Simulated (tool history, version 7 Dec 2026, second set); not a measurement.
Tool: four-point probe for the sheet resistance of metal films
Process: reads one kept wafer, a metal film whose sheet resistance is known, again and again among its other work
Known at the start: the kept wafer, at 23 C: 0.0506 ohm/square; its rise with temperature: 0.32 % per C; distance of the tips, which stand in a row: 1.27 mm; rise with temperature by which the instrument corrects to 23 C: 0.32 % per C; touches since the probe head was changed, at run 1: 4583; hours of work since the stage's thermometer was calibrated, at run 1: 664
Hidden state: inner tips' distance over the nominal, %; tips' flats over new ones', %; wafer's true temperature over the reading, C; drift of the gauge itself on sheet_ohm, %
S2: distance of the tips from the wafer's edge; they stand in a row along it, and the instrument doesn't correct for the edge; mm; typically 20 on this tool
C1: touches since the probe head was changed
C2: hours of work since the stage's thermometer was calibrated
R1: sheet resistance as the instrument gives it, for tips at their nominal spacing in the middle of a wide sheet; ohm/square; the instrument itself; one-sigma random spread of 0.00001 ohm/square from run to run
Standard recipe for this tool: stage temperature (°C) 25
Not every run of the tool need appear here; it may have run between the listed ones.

run 1 hour=0 | stage_temperature_(°C)=25 S2=20 | C1=4583 C2=664 | R1=0.050477
run 2 hour=14 | stage_temperature_(°C)=25 S2=20 | C1=5000 C2=674 | R1=0.050478
run 3 hour=37.3 | stage_temperature_(°C)=24 S2=20 | C1=5694 C2=690 | R1=0.050453
run 4 hour=52.3 | stage_temperature_(°C)=24 S2=41 | C1=6144 C2=700 | R1=0.050371
run 5 hour=69.4 | stage_temperature_(°C)=24 S2=41 | C1=6654 C2=712 | R1=0.050375
run 6 hour=103.1 | stage_temperature_(°C)=24 S2=41 | C1=7658 C2=735 | R1=0.050347
run 7 hour=124.8 | stage_temperature_(°C)=25 S2=20 | C1=8307 C2=749 | R1=0.050464
run 8 hour=142.7 | stage_temperature_(°C)=25 S2=20 | C1=8839 C2=762 | R1=0.050444
run 9 hour=174.1 | stage_temperature_(°C)=25 S2=10 | C1=9776 C2=783 | R1=0.050778
run 10 hour=197.9 | stage_temperature_(°C)=25 S2=10 | C1=10487 C2=799 | R1=0.050781
run 11 hour=231.9 | stage_temperature_(°C)=25 S2=40 | C1=11500 C2=822 | R1=0.050367
run 12 hour=248.6 | stage_temperature_(°C)=25 S2=20 | C1=11999 C2=834 | R1=0.050443
-- hour=251.4 stage's thermometer calibrated
run 13 hour=266.2 | stage_temperature_(°C)=23 S2=20 | C1=12508 C2=10 | R1=0.050414
run 14 hour=299.9 | stage_temperature_(°C)=23 S2=20 | C1=13513 C2=33 | R1=0.050422
run 15 hour=319.8 | stage_temperature_(°C)=23 S2=20 | C1=14108 C2=47 | R1=0.050401
run 16 hour=335.3 | stage_temperature_(°C)=33 S2=6 | C1=14570 C2=57 | R1=0.051511
-- hour=363.7 stage's thermometer calibrated, once more
run 17 hour=366.1 | stage_temperature_(°C)=33 S2=6 | C1=15474 C2=2 | R1=0.051588
run 18 hour=396.2 | stage_temperature_(°C)=33 S2=3 | C1=16370 C2=22 | R1=0.054794
run 19 hour=415.2 | stage_temperature_(°C)=33 S2=11 | C1=16937 C2=35 | R1=0.050746
run 20 hour=435.9 | stage_temperature_(°C)=21 S2=27 | C1=17554 C2=49 | R1=0.050423
run 21 hour=458.9 | stage_temperature_(°C)=21 S2=27 | C1=18241 C2=65 | R1=0.050409
run 22 hour=486.9 | stage_temperature_(°C)=19 S2=14 | C1=19077 C2=84 | R1=0.050574
run 23 hour=504 | stage_temperature_(°C)=21 S2=48 | C1=19586 C2=96 | R1=0.050368
run 24 hour=527.2 | stage_temperature_(°C)=26 S2=9 | C1=20280 C2=112 | R1=0.050909
run 25 hour=551.9 | stage_temperature_(°C)=23 S2=31 | C1=21014 C2=128 | R1=0.050388
run 26 hour=574.2 | stage_temperature_(°C)=26 S2=62 | C1=21681 C2=144 | R1=0.050368
run 27 hour=606.6 | stage_temperature_(°C)=26 S2=12 | C1=22647 C2=166 | R1=0.050643

Alternative continuations, all from the tool just after run 27; predict every row:
run A hour=637.2 | stage_temperature_(°C)=26 S2=21 | C1=23559 C2=186 | R1=?
run B hour=637.2 | stage_temperature_(°C)=25 S2=22 | C1=23559 C2=186 | R1=?
run C hour=637.2 | stage_temperature_(°C)=22 S2=20 | C1=23559 C2=186 | R1=?

run=A R1=0.050467
run=B R1=0.05045
run=C R1=0.050446
With no hidden state in the tool, these same runs would have given:
run=A R1=0.050724
run=B R1=0.050707
run=C R1=0.050703

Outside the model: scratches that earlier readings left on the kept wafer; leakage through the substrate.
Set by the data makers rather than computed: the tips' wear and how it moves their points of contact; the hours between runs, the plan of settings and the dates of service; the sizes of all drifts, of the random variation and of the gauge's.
